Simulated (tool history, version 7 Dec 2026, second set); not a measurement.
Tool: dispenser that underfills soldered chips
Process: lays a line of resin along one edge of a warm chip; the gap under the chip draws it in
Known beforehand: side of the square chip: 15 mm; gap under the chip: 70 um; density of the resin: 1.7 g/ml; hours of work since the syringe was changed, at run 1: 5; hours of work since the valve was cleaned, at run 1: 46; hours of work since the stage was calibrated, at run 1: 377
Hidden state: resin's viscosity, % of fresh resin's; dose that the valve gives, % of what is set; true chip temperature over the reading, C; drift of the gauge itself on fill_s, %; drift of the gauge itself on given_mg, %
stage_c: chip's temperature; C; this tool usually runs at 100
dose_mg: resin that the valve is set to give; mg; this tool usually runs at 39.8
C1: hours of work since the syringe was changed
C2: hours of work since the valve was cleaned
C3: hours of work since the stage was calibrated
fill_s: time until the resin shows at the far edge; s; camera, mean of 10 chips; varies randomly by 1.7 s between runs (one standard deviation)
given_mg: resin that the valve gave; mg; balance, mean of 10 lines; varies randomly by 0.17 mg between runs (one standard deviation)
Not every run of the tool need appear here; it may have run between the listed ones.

{"run": 1, "hour": 0.0, "stage_c": 100, "dose_mg": 39.8, "C1": 5, "C2": 46, "C3": 377, "fill_s": 278.9, "given_mg": 37.92}
{"hour": 9.9, "done": "new syringe of resin"}
{"run": 2, "hour": 12.3, "stage_c": 100, "dose_mg": 39.8, "C1": 2, "C2": 54, "C3": 386, "fill_s": 222.6, "given_mg": 37.46}
{"run": 3, "hour": 19.1, "stage_c": 98, "dose_mg": 39.8, "C1": 7, "C2": 59, "C3": 391, "fill_s": 357.3, "given_mg": 37.33}
{"hour": 26.8, "done": "new syringe of resin"}
{"run": 4, "hour": 30.0, "stage_c": 98, "dose_mg": 39.8, "C1": 2, "C2": 67, "C3": 398, "fill_s": 249.3, "given_mg": 37.12}
{"run": 5, "hour": 36.1, "stage_c": 98, "dose_mg": 39.8, "C1": 7, "C2": 71, "C3": 403, "fill_s": 363.6, "given_mg": 36.89}
{"run": 6, "hour": 42.1, "stage_c": 98, "dose_mg": 38.8, "C1": 11, "C2": 75, "C3": 407, "fill_s": 506.8, "given_mg": 35.58}
{"hour": 44.1, "done": "new syringe of resin"}
{"run": 7, "hour": 53.0, "stage_c": 98, "dose_mg": 38.8, "C1": 6, "C2": 83, "C3": 414, "fill_s": 355.8, "given_mg": 35.18}
{"hour": 60.9, "done": "new syringe of resin"}
{"run": 8, "hour": 62.9, "stage_c": 98, "dose_mg": 38.8, "C1": 1, "C2": 90, "C3": 421, "fill_s": 240.8, "given_mg": 35.12}
{"run": 9, "hour": 76.8, "stage_c": 100, "dose_mg": 42.6, "C1": 11, "C2": 100, "C3": 431, "fill_s": 469.5, "given_mg": 38.18}
{"hour": 77.9, "done": "new syringe of resin"}
{"run": 10, "hour": 86.7, "stage_c": 100, "dose_mg": 42.6, "C1": 6, "C2": 107, "C3": 438, "fill_s": 303.1, "given_mg": 38.1}
{"hour": 94.7, "done": "new syringe of resin"}
{"run": 11, "hour": 100.3, "stage_c": 100, "dose_mg": 42.6, "C1": 4, "C2": 116, "C3": 448, "fill_s": 266.4, "given_mg": 37.35}
{"hour": 111.7, "done": "new syringe of resin"}
{"run": 12, "hour": 114.7, "stage_c": 100, "dose_mg": 42.6, "C1": 2, "C2": 127, "C3": 458, "fill_s": 228.2, "given_mg": 36.92}
{"hour": 122.4, "done": "dispensing valve cleaned and set on the balance"}
{"hour": 129.6, "done": "new syringe of resin"}
{"run": 13, "hour": 130.3, "stage_c": 100, "dose_mg": 42.6, "C1": 1, "C2": 5, "C3": 468, "fill_s": 196.7, "given_mg": 42.26}
{"run": 14, "hour": 136.9, "stage_c": 87, "dose_mg": 42.6, "C1": 5, "C2": 10, "C3": 473, "fill_s": 528.5, "given_mg": 42.19}
{"run": 15, "hour": 144.7, "stage_c": 100, "dose_mg": 39.8, "C1": 11, "C2": 16, "C3": 479, "fill_s": 470.1, "given_mg": 39.1}
{"hour": 147.1, "done": "new syringe of resin"}
{"run": 16, "hour": 151.5, "stage_c": 100, "dose_mg": 39.8, "C1": 3, "C2": 20, "C3": 483, "fill_s": 248.4, "given_mg": 39.1}
{"run": 17, "hour": 163.0, "stage_c": 114, "dose_mg": 39.8, "C1": 11, "C2": 29, "C3": 491, "fill_s": 263.9, "given_mg": 38.65}
{"hour": 164.4, "done": "new syringe of resin"}
{"run": 18, "hour": 172.9, "stage_c": 87, "dose_mg": 39.8, "C1": 6, "C2": 36, "C3": 498, "fill_s": 586.8, "given_mg": 38.23}
{"run": 19, "hour": 179.1, "stage_c": 96, "dose_mg": 37.6, "C1": 11, "C2": 40, "C3": 503, "fill_s": 555.4, "given_mg": 36.07}
{"hour": 181.2, "done": "new syringe of resin"}
{"run": 20, "hour": 187.7, "stage_c": 102, "dose_mg": 37.1, "C1": 5, "C2": 46, "C3": 509, "fill_s": 265.4, "given_mg": 35.45}
{"hour": 197.8, "done": "new syringe of resin"}
{"run": 21, "hour": 201.7, "stage_c": 104, "dose_mg": 34.2, "C1": 3, "C2": 56, "C3": 519, "fill_s": 212.8, "given_mg": 31.94}
{"run": 22, "hour": 213.4, "stage_c": 104, "dose_mg": 34.2, "C1": 11, "C2": 64, "C3": 527, "fill_s": 422.3, "given_mg": 32.01}
{"hour": 214.8, "done": "new syringe of resin"}
{"run": 23, "hour": 225.6, "stage_c": 104, "dose_mg": 34.2, "C1": 8, "C2": 73, "C3": 536, "fill_s": 327.2, "given_mg": 31.4}
{"hour": 231.7, "done": "new syringe of resin"}
{"run": 24, "hour": 240.1, "stage_c": 104, "dose_mg": 34.2, "C1": 6, "C2": 83, "C3": 546, "fill_s": 289.7, "given_mg": 31.28}
{"run": 25, "hour": 247.2, "stage_c": 91, "dose_mg": 45.3, "C1": 11, "C2": 88, "C3": 551, "fill_s": 724.7, "given_mg": 41.29}
{"hour": 248.5, "done": "new syringe of resin"}
{"run": 26, "hour": 259.4, "stage_c": 93, "dose_mg": 40.4, "C1": 8, "C2": 97, "C3": 559, "fill_s": 506.3, "given_mg": 36.37}
{"hour": 265.4, "done": "new syringe of resin"}
{"run": 27, "hour": 266.7, "stage_c": 93, "dose_mg": 40.4, "C1": 1, "C2": 102, "C3": 564, "fill_s": 283.1, "given_mg": 36.25}
{"run": 28, "hour": 272.4, "stage_c": 94, "dose_mg": 37.6, "C1": 5, "C2": 106, "C3": 569, "fill_s": 402.7, "given_mg": 33.68}
{"hour": 283.0, "done": "new syringe of resin"}
{"run": 29, "hour": 285.3, "stage_c": 91, "dose_mg": 36.5, "C1": 2, "C2": 115, "C3": 578, "fill_s": 360.2, "given_mg": 32.34}
{"hour": 299.7, "done": "new syringe of resin"}
{"run": 30, "hour": 299.7, "stage_c": 109, "dose_mg": 36.6, "C1": 0, "C2": 125, "C3": 588, "fill_s": 139.6, "given_mg": 31.92}
{"hour": 308.7, "done": "stage's temperature calibrated"}
{"hour": 310.4, "done": "dispensing valve cleaned and set on the balance"}
{"run": 31, "hour": 314.9, "stage_c": 85, "dose_mg": 43, "C1": 10, "C2": 3, "C3": 4, "fill_s": 700.9, "given_mg": 42.74}
{"hour": 318.5, "done": "new syringe of resin"}
{"run": 32, "hour": 321.5, "stage_c": 100, "dose_mg": 34.9, "C1": 2, "C2": 8, "C3": 8, "fill_s": 204.4, "given_mg": 34.83}
{"run": 33, "hour": 332.3, "stage_c": 97, "dose_mg": 38.5, "C1": 10, "C2": 15, "C3": 16, "fill_s": 418.6, "given_mg": 37.7}
{"hour": 335.3, "done": "new syringe of resin"}
{"run": 34, "hour": 338.9, "stage_c": 101, "dose_mg": 44.3, "C1": 3, "C2": 20, "C3": 21, "fill_s": 193.3, "given_mg": 43.32}
{"run": 35, "hour": 350.5, "stage_c": 101, "dose_mg": 44.3, "C1": 11, "C2": 28, "C3": 29, "fill_s": 382.5, "given_mg": 42.77}

4 options for the next run, each taken on its own from the tool as it stands now. Forecast them:
{"hour": 352.3, "done": "new syringe of resin"}
{"run": "A", "hour": 364.0, "stage_c": 91, "dose_mg": 39.8, "C1": 8, "C2": 38, "C3": 38, "fill_s": "?", "given_mg": "?"}
{"hour": 352.3, "done": "new syringe of resin"}
{"run": "B", "hour": 364.0, "stage_c": 100, "dose_mg": 38.2, "C1": 8, "C2": 38, "C3": 38, "fill_s": "?", "given_mg": "?"}
{"hour": 352.3, "done": "new syringe of resin"}
{"run": "C", "hour": 364.0, "stage_c": 97, "dose_mg": 44.3, "C1": 8, "C2": 38, "C3": 38, "fill_s": "?", "given_mg": "?"}
{"hour": 352.3, "done": "new syringe of resin"}
{"run": "D", "hour": 364.0, "stage_c": 114, "dose_mg": 39.9, "C1": 8, "C2": 38, "C3": 38, "fill_s": "?", "given_mg": "?"}

run=A fill_s=487.3 given_mg=37.87
run=B fill_s=325.1 given_mg=36.8
run=C fill_s=365.9 given_mg=42.42
run=D fill_s=178 given_mg=38.42
Stripped of hidden state, with their random variation kept, the same runs would have yielded:
run=A fill_s=244.4 given_mg=39.4
run=B fill_s=163.2 given_mg=38.28
run=C fill_s=184 given_mg=44.13
run=D fill_s=89.3 given_mg=39.96

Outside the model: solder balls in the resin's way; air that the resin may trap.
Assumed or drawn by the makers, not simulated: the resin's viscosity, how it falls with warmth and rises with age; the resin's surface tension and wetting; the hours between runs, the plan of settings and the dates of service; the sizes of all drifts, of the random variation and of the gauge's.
